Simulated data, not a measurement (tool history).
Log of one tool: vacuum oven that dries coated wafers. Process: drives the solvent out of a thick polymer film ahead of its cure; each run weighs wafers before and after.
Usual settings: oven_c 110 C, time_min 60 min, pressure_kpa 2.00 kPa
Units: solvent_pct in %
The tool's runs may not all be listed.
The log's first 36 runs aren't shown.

run,hour,oven_c,time_min,pressure_kpa,hours of work since the thermocouples were calibrated,hours of work since the vacuum gauge was cleaned of residue,solvent_pct
37,732.2,122,52,1.19,783,783,0.73
38,754.1,110,60,3.69,797,797,3.33
39,766.1,95,45,3.69,804,804,10.11
40,792.3,95,45,6.43,821,821,11.03
41,804.2,95,45,6.43,828,828,11.00
42,815.9,105,36,2.00,836,836,6.92
43,843.8,105,36,2.00,853,853,6.98
44,867.7,105,36,2.00,868,868,7.04
45,893.6,101,55,4.58,884,884,7.02
46,919.3,101,55,4.58,901,901,7.07
47,943.4,110,62,4.82,916,916,3.63
48,971.2,121,41,3.82,933,933,2.03

Forecast each of these 3 alternatives for the next run:
A,992.4,114,41,3.82,947,947,?
B,992.4,110,53,2.66,947,947,?
C,992.4,110,60,4.63,947,947,?

run,solvent_pct
A,3.80
B,3.46
C,3.59
Without the tool's hidden state the same runs would have given:
run,solvent_pct
A,3.47
B,3.12
C,3.26
